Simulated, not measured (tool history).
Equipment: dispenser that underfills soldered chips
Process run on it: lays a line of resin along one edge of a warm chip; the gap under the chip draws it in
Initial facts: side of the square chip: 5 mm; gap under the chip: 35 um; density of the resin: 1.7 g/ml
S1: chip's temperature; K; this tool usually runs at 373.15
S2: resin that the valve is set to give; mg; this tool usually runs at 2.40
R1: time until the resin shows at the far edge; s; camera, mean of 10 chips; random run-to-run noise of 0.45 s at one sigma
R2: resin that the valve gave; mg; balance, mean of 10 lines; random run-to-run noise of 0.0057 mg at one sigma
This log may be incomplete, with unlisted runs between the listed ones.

run   hour      S1    S2    R1     R2
  1    0.0  373.15  2.40  35.7  2.387
       6.7  -- new syringe of resin
  2   12.8  373.15  2.40  48.2  2.373
      14.9  -- new syringe of resin
  3   21.9  373.15  2.40  51.8  2.357
      23.0  -- new syringe of resin
  4   30.5  373.15  2.40  49.9  2.334
      31.4  -- new syringe of resin
  5   37.3  373.15  2.40  48.5  2.336
      39.4  -- new syringe of resin
      45.2  -- dispensing valve cleaned and set on the balance
  6   46.0  373.15  2.40  45.8  2.398
      48.9  -- new syringe of resin
  7   56.4  373.15  2.40  51.4  2.389
      57.3  -- new syringe of resin
      65.7  -- new syringe of resin
  8   69.4  373.15  2.40  41.2  2.371
      74.0  -- new syringe of resin
  9   79.3  373.15  2.40  45.8  2.363
      82.1  -- new syringe of resin
 10   86.5  373.15  2.44  43.1  2.374
      90.7  -- new syringe of resin
 11   97.6  372.15  2.44  50.5  2.359
      99.0  -- new syringe of resin
     102.1  -- dispensing valve cleaned and set on the balance
 12  106.8  372.15  2.44  50.5  2.435
     108.8  -- new syringe of resin
 13  112.6  372.15  2.44  42.6  2.420
     117.2  -- new syringe of resin
 14  124.3  372.15  2.44  50.8  2.409
     125.3  -- new syringe of resin
     133.5  -- new syringe of resin
 15  133.5  373.15  2.40  33.7  2.352
 16  139.9  373.15  2.40  47.2  2.351
     141.7  -- new syringe of resin
     149.8  -- new syringe of resin
 17  152.7  373.15  2.06  40.2  2.004
     157.9  -- new syringe of resin
     158.9  -- dispensing valve cleaned and set on the balance
 18  162.8  378.15  2.66  32.8  2.650
     167.4  -- new syringe of resin
 19  172.0  378.15  2.66  34.7  2.643
     175.6  -- new syringe of resin
     184.1  -- new syringe of resin
 20  184.3  378.15  2.66  26.7  2.624
 21  190.2  378.15  2.66  38.5  2.608
     192.6  -- new syringe of resin
 22  198.6  384.15  2.90  28.9  2.827
     200.8  -- new syringe of resin
 23  204.9  381.15  2.07  30.8  2.002
     208.8  -- new syringe of resin
     216.0  -- dispensing valve cleaned and set on the balance
 24  216.5  366.15  3.07  63.3  3.068
     217.9  -- new syringe of resin
 25  222.2  363.15  2.40  62.9  2.386
     226.6  -- new syringe of resin
 26  229.1  363.15  2.40  57.2  2.377
     234.9  -- new syringe of resin
 27  237.4  372.15  2.69  39.6  2.652
     242.7  -- new syringe of resin
 28  248.9  372.15  2.69  48.0  2.631
     251.5  -- new syringe of resin
 29  258.4  380.15  2.69  37.2  2.616
     259.9  -- new syringe of resin
     268.1  -- new syringe of resin
 30  268.7  373.15  2.69  32.7  2.605
     273.0  -- dispensing valve cleaned and set on the balance
 31  276.2  379.15  2.16  39.4  2.142
     277.3  -- new syringe of resin
 32  284.3  380.15  2.60  36.4  2.580
     285.3  -- new syringe of resin
     294.0  -- new syringe of resin
 33  296.9  363.15  2.22  59.9  2.184

3 options for the next run, each taken on its own from the tool as it stands now. Forecast them:
     302.3  -- new syringe of resin
  A  302.3  377.15  2.28   ?   ?
     302.3  -- new syringe of resin
  B  302.3  364.15  2.84   ?   ?
     302.3  -- new syringe of resin
  C  302.3  380.15  2.40   ?   ?

run    R1     R2
  A  28.7  2.232
  B  47.8  2.788
  C  24.9  2.368
Without the tool's unlogged condition, the same runs would have read:
run    R1     R2
  A  29.2  2.273
  B  48.9  2.839
  C  25.4  2.411
